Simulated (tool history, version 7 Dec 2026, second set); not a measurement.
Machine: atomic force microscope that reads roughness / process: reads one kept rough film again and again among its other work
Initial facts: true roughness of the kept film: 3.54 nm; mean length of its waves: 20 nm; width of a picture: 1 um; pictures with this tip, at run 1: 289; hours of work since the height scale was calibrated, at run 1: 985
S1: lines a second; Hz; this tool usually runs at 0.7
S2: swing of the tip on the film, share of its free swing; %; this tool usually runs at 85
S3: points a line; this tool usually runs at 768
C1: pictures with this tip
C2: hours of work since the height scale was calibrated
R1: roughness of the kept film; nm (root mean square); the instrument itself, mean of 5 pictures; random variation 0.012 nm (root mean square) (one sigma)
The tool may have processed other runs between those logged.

run    hour     S1  S2   S3   C1    C2     R1
  1       0    0.7  85  768  289   985  2.096
        6.2  -- new tip fitted
  2    20.9    0.7  85  768   31   998  2.806
  3    43.5    0.7  85  768   78  1013   2.69
  4    79.3    0.7  85  768  153  1037  2.497
       83.5  -- height scale calibrated on a step standard
  5   112.9    0.7  85  768  220    19  2.349
  6   141.1  2.238  85  768  279    38  2.044
      150.7  -- new tip fitted
  7   176.2  3.964  85  768   53    60   2.31
  8   213.2  3.964  85  768  130    84  2.139
      222.7  -- height scale calibrated on a step standard, once more
  9   237.6    0.7  85  768  179    10  2.382
 10   275.2    0.7  87  768  257    34  2.196
      297.6  -- new tip fitted
 11   304.2    0.7  85  768   14    53  2.763
 12   331.4    0.7  85  768   71    71  2.572
 13   350.1    0.7  77  768  110    83  2.539
 14   389.4    0.7  77  768  191   108  2.324
 15   428.2  0.505  85  768  272   134  2.153
      443.2  -- new tip fitted
 16   447.7  0.505  85  768   10   146  2.837
 17   483.6    0.7  85  346   84   170  2.568
 18   504.9    0.7  85  768  128   183  2.498
 19   534.4    0.7  85  768  190   203  2.322
 20   552.2    0.7  85  768  227   214  2.248
 21   568.1    0.7  85  768  260   225  2.196
      589.1  -- new tip fitted
 22   597.3    0.7  85  768   17   243  2.811
 23   615.4    0.7  85  768   54   255  2.703
 24   651.2    0.7  58  768  129   279  2.574
 25   672.6  2.712  59  523  173   293   2.37
 26   692.4  0.959  78  299  215   306  2.236
 27   719.5  0.959  78  299  271   323  2.128
      733.5  -- new tip fitted
 28   751.1  1.047  87  768   36   343  2.704
 29   779.8  1.047  87  768   96   362  2.532
 30   799.4  1.047  87  387  137   375    2.4
 31   835.4  2.912  63  500  212   398   2.29
 32   853.1  2.948  63  509  249   410  2.186
      878.8  -- new tip fitted
 33   890.8    0.7  85  412   25   434  2.771
 34   917.1    0.7  85  412   80   451  2.587
 35   938.2  2.718  85  768  124   465  2.209
 36   967.4  1.531  85  809  185   484  2.223
 37  1004.3    0.7  83  530  261   508  2.183
       1023  -- new tip fitted
 38  1030.6  2.453  85  474   16   525  2.521
 39  1064.2    0.7  74  445   86   547   2.66
 40    1100    0.7  74  445  160   571  2.457
 41  1133.5    0.7  74  445  230   592  2.297
 42  1159.5    0.7  74  445  284   609  2.197
     1167.2  -- new tip fitted
 43  1195.8    0.7  85  955   59   633  2.705
 44  1233.4  2.817  87  768  138   657  2.163
 45  1262.1  0.709  85  524  197   676  2.354
 46  1279.8  2.762  81  395  234   688  2.043

Describe how what the log doesn't record of the tool's condition differs between the last listed run preceding each entry between runs and the first listed run following it.
From run 1 to run 2: new tip fitted (hour 6.2)
  radius of the tip, nm: 18.6 -> 6.5; height scale over the true one, %: 2.41 -> 2.44
  difference, measured minus the result without the unlogged condition, R1: -0.778 -> -0.054 nm (root mean square)
From run 4 to run 5: height scale calibrated on a step standard (hour 83.5)
  radius of the tip, nm: 11.1 -> 13.7; height scale over the true one, %: 2.53 -> 3.12
  difference, measured minus the result without the unlogged condition, R1: -0.383 -> -0.518 nm (root mean square)
From run 6 to run 7: new tip fitted (hour 150.7)
  radius of the tip, nm: 16 -> 7.1; height scale over the true one, %: 3.16 -> 3.21
  difference, measured minus the result without the unlogged condition, R1: -0.584 -> -0.068 nm (root mean square)
From run 8 to run 9: height scale calibrated on a step standard, once more (hour 222.7)
  radius of the tip, nm: 10.2 -> 11.9; height scale over the true one, %: 3.27 -> -0.05
  difference, measured minus the result without the unlogged condition, R1: -0.252 -> -0.493 nm (root mean square)
From run 10 to run 11: new tip fitted (hour 297.6)
  radius of the tip, nm: 15.2 -> 6.4; height scale over the true one, %: 0.01 -> 0.06
  difference, measured minus the result without the unlogged condition, R1: -0.667 -> -0.11 nm (root mean square)
From run 15 to run 16: new tip fitted (hour 443.2)
  radius of the tip, nm: 16.8 -> 5.7; height scale over the true one, %: 0.26 -> 0.29
  difference, measured minus the result without the unlogged condition, R1: -0.746 -> -0.052 nm (root mean square)
From run 21 to run 22: new tip fitted (hour 589.1)
  radius of the tip, nm: 16 -> 5.7; height scale over the true one, %: 0.48 -> 0.53
  difference, measured minus the result without the unlogged condition, R1: -0.701 -> -0.047 nm (root mean square)
From run 27 to run 28: new tip fitted (hour 733.5)
  radius of the tip, nm: 15.8 -> 6.3; height scale over the true one, %: 0.72 -> 0.76
  difference, measured minus the result without the unlogged condition, R1: -0.663 -> -0.086 nm (root mean square)
From run 32 to run 33: new tip fitted (hour 878.8)
  radius of the tip, nm: 14.9 -> 6.4; height scale over the true one, %: 0.93 -> 1
  difference, measured minus the result without the unlogged condition, R1: -0.621 -> -0.083 nm (root mean square)
From run 37 to run 38: new tip fitted (hour 1023)
  radius of the tip, nm: 15.9 -> 6; height scale over the true one, %: 1.18 -> 1.22
  difference, measured minus the result without the unlogged condition, R1: -0.67 -> -0.042 nm (root mean square)
From run 42 to run 43: new tip fitted (hour 1167.2)
  radius of the tip, nm: 16.6 -> 7.6; height scale over the true one, %: 1.44 -> 1.49
  difference, measured minus the result without the unlogged condition, R1: -0.717 -> -0.169 nm (root mean square)
